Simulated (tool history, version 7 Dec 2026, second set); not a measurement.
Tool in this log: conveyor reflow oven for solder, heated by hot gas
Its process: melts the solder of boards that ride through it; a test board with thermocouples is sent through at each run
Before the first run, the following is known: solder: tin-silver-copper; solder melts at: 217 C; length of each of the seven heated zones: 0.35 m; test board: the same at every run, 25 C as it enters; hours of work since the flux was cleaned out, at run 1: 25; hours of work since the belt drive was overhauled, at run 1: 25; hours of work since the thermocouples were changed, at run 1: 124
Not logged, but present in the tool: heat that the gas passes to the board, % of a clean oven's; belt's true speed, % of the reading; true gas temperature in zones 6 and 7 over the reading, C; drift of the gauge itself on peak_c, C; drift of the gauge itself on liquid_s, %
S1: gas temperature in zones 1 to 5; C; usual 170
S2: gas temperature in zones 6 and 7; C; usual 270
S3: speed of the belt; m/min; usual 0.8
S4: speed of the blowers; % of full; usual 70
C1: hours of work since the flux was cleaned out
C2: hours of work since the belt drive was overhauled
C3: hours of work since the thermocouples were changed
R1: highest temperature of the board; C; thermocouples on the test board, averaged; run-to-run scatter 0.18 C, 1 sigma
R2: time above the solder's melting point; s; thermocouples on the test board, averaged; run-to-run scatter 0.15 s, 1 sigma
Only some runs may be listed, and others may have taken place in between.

run  hour   S1   S2     S3  S4  C1  C2   C3     R1    R2
  1     0  170  270    0.8  70  25  25  124  256.2  40.3
  2   7.6  170  270  0.712  70  29  29  128  259.3  47.9
  3  14.4  170  270  0.712  70  33  33  132  259.4  47.4
  4  23.5  170  270  0.712  70  38  38  137  259.3  47.6
  5  30.1  170  275  0.712  70  41  41  141  263.6  49.1
       35  -- belt drive overhauled, speed set with a stopwatch
  6  42.5  170  275  0.712  70  46   4  145  263.8  49.4
  7  52.5  170  270  0.885  56  52  10  151  248.9  32.5
  8  58.2  170  270  0.679  59  55  13  154  258.4  49.6
  9  62.5  170  270  0.679  59  57  15  156  258.5  49.7
 10  71.9  170  270  0.679  59  63  21  162  258.1  49.4
     81.3  -- belt drive overhauled, speed set with a stopwatch, once more
 11  81.3  158  261  0.691  79  66   0  165  251.2  43.3
 12  88.7  184  270   0.95  70  70   4  169  252.9    35

A few steps of R1 between consecutive runs. Split each: what settings, incoming material and random variation would produce without the hidden state, and what is left over for the hidden state, along with gauge scatter present in only one of the two compared results (measured, and without hidden state):
Run 4 -> 5: S2 270 -> 275. R1 +4.3 C: hidden state -0.1, all else +4.4.
Run 6 -> 7: S2 275 -> 270, S3 0.712 -> 0.885, S4 70 -> 56. R1 -14.9 C: hidden state -0.1, all else -14.8.
